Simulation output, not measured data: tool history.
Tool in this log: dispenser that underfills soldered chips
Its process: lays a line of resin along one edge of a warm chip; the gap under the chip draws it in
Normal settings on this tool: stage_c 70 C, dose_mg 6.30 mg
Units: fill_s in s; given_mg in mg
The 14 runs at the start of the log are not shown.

run   hour  stage_c  dose_mg  fill_s  given_mg
      56.6  -- new syringe of resin
      58.4  -- dispensing valve cleaned and set on the balance
 15   59.8       70     6.30    57.2      6.35
 16   64.0       70     6.30    69.4      6.41
 17   66.2       57     6.30   161.9      6.24
      67.9  -- new syringe of resin
 18   69.0       57     6.30   113.5      6.28
 19   71.9       77     7.60    42.1      7.54
 20   74.6       75     8.03    53.1      7.94
      78.3  -- new syringe of resin
 21   78.4       76     6.40    37.1      6.40
 22   81.0       66     6.10    73.1      6.04
 23   85.7       62     6.30   115.3      6.27
      88.7  -- new syringe of resin
 24   88.8       55     5.80   126.0      5.78
 25   92.7       60     6.14   111.3      6.01
 26   96.4       84     7.59    35.0      7.55
      99.1  -- new syringe of resin
 27  100.6       59     6.09   102.7      5.96
 28  102.8       59     6.09   116.4      5.96
 29  106.5       59     6.09   140.7      6.05
     109.8  -- new syringe of resin
 30  110.1       59     6.09    99.5      5.99
 31  115.1       61     8.07   108.8      7.90
 32  118.8       61     7.07   133.8      6.88
     120.1  -- new syringe of resin
 33  122.6       61     7.07    96.8      6.90
 34  125.0       64     6.03    93.2      5.85
 35  128.3       64     6.03   111.1      5.87

Alternative continuations, all from the tool just after run 35; predict every row:
     130.6  -- new syringe of resin
  A  131.4       79     6.53       ?         ?
     130.6  -- new syringe of resin
  B  131.4       85     7.33       ?         ?
     130.6  -- new syringe of resin
  C  131.4       59     6.21       ?         ?
     130.6  -- new syringe of resin
  D  131.4       70     7.32       ?         ?
     130.6  -- new syringe of resin
  E  131.4       60     8.01       ?         ?

run  fill_s  given_mg
  A    33.4      6.35
  B    23.9      7.09
  C   101.0      6.08
  D    54.7      7.14
  E    92.5      7.74
With no hidden state in the tool, these same runs would have given:
run  fill_s  given_mg
  A    30.3      6.53
  B    21.8      7.30
  C    91.1      6.26
  D    49.6      7.35
  E    83.7      7.97
